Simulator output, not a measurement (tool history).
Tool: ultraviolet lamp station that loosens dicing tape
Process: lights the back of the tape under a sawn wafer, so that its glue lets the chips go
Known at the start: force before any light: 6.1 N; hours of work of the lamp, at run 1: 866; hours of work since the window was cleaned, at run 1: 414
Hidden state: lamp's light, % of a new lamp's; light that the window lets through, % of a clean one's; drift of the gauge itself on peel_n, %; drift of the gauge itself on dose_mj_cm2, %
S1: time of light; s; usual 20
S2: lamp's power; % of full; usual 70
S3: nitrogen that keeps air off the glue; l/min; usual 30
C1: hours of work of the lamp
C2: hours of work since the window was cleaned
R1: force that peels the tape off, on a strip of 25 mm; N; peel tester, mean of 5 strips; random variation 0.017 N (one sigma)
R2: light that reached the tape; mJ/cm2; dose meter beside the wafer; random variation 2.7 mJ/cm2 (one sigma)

run 1 day=0.000 | S1=20 S2=70 S3=30 | C1=866 C2=414 | R1=0.798 R2=354
run 2 day=0.825 | S1=20 S2=70 S3=30 | C1=876 C2=424 | R1=0.815 R2=351
run 3 day=2.667 | S1=20 S2=70 S3=30 | C1=897 C2=445 | R1=0.841 R2=348
run 4 day=4.029 | S1=20 S2=70 S3=30 | C1=913 C2=461 | R1=0.812 R2=349
-- day=4.642 window cleaned of glue's vapour
run 5 day=5.029 | S1=20 S2=80 S3=30 | C1=925 C2=5 | R1=0.614 R2=398
run 6 day=6.842 | S1=26 S2=80 S3=30 | C1=946 C2=26 | R1=0.332 R2=521
run 7 day=8.000 | S1=20 S2=98 S3=30 | C1=960 C2=40 | R1=0.378 R2=493
run 8 day=8.850 | S1=17 S2=70 S3=30 | C1=970 C2=50 | R1=1.084 R2=295
run 9 day=10.354 | S1=26 S2=70 S3=30 | C1=988 C2=67 | R1=0.463 R2=456
run 10 day=11.954 | S1=26 S2=70 S3=51 | C1=1007 C2=86 | R1=0.338 R2=463
run 11 day=13.271 | S1=26 S2=70 S3=51 | C1=1022 C2=102 | R1=0.329 R2=459
run 12 day=14.108 | S1=26 S2=70 S3=51 | C1=1032 C2=112 | R1=0.328 R2=458
run 13 day=14.871 | S1=20 S2=70 S3=30 | C1=1041 C2=121 | R1=0.817 R2=353
run 14 day=15.608 | S1=20 S2=70 S3=30 | C1=1050 C2=129 | R1=0.811 R2=348
run 15 day=16.346 | S1=20 S2=70 S3=30 | C1=1058 C2=138 | R1=0.825 R2=352
run 16 day=17.808 | S1=20 S2=70 S3=30 | C1=1076 C2=155 | R1=0.777 R2=353
run 17 day=18.675 | S1=20 S2=76 S3=30 | C1=1086 C2=165 | R1=0.739 R2=383
run 18 day=19.467 | S1=20 S2=76 S3=30 | C1=1095 C2=175 | R1=0.709 R2=380
run 19 day=20.262 | S1=20 S2=76 S3=30 | C1=1105 C2=184 | R1=0.688 R2=381
run 20 day=21.638 | S1=11 S2=70 S3=30 | C1=1121 C2=200 | R1=1.982 R2=190
run 21 day=22.921 | S1=11 S2=70 S3=31 | C1=1136 C2=215 | R1=1.958 R2=193
run 22 day=24.354 | S1=20 S2=70 S3=45 | C1=1153 C2=232 | R1=0.656 R2=354
run 23 day=25.404 | S1=29 S2=65 S3=15 | C1=1165 C2=245 | R1=0.717 R2=475
run 24 day=26.971 | S1=29 S2=65 S3=15 | C1=1184 C2=263 | R1=0.698 R2=475
run 25 day=27.883 | S1=29 S2=65 S3=15 | C1=1194 C2=274 | R1=0.713 R2=471
run 26 day=29.125 | S1=23 S2=80 S3=29 | C1=1209 C2=289 | R1=0.468 R2=464
run 27 day=30.900 | S1=36 S2=70 S3=19 | C1=1230 C2=310 | R1=0.306 R2=634
run 28 day=31.779 | S1=36 S2=79 S3=19 | C1=1240 C2=320 | R1=0.213 R2=713
run 29 day=32.550 | S1=36 S2=79 S3=19 | C1=1249 C2=329 | R1=0.229 R2=714
run 30 day=33.542 | S1=29 S2=72 S3=21 | C1=1261 C2=341 | R1=0.449 R2=523
run 31 day=34.579 | S1=29 S2=72 S3=21 | C1=1273 C2=353 | R1=0.435 R2=520
run 32 day=36.025 | S1=11 S2=86 S3=15 | C1=1290 C2=370 | R1=2.033 R2=234
run 33 day=37.417 | S1=23 S2=65 S3=30 | C1=1307 C2=386 | R1=0.729 R2=375
run 34 day=39.150 | S1=20 S2=87 S3=12 | C1=1327 C2=407 | R1=0.961 R2=439
run 35 day=40.608 | S1=19 S2=87 S3=43 | C1=1344 C2=424 | R1=0.496 R2=408
run 36 day=41.479 | S1=13 S2=87 S3=17 | C1=1355 C2=434 | R1=1.526 R2=282
run 37 day=42.992 | S1=13 S2=87 S3=17 | C1=1372 C2=452 | R1=1.528 R2=279
-- day=44.338 window cleaned of glue's vapour
run 38 day=44.367 | S1=20 S2=60 S3=16 | C1=1388 C2=0 | R1=1.436 R2=302
run 39 day=45.658 | S1=20 S2=60 S3=16 | C1=1404 C2=16 | R1=1.513 R2=301
run 40 day=47.396 | S1=39 S2=61 S3=13 | C1=1424 C2=36 | R1=0.498 R2=600
run 41 day=49.104 | S1=12 S2=70 S3=28 | C1=1444 C2=56 | R1=1.857 R2=208
run 42 day=50.204 | S1=10 S2=85 S3=30 | C1=1457 C2=69 | R1=1.759 R2=214
run 43 day=51.300 | S1=10 S2=85 S3=50 | C1=1470 C2=82 | R1=1.489 R2=212
run 44 day=52.304 | S1=10 S2=85 S3=50 | C1=1482 C2=94 | R1=1.449 R2=209

Forecast each of these 3 alternatives for the next run:
run A day=53.933 | S1=35 S2=70 S3=17 | C1=1501 C2=113 | R1=? R2=?
run B day=53.933 | S1=40 S2=70 S3=30 | C1=1501 C2=113 | R1=? R2=?
run C day=53.933 | S1=33 S2=67 S3=10 | C1=1501 C2=113 | R1=? R2=?

run=A R1=0.354 R2=614
run=B R1=0.148 R2=699
run=C R1=0.676 R2=554
Without the tool's hidden state the same runs would have given:
run=A R1=0.352 R2=616
run=B R1=0.147 R2=700
run=C R1=0.673 R2=555

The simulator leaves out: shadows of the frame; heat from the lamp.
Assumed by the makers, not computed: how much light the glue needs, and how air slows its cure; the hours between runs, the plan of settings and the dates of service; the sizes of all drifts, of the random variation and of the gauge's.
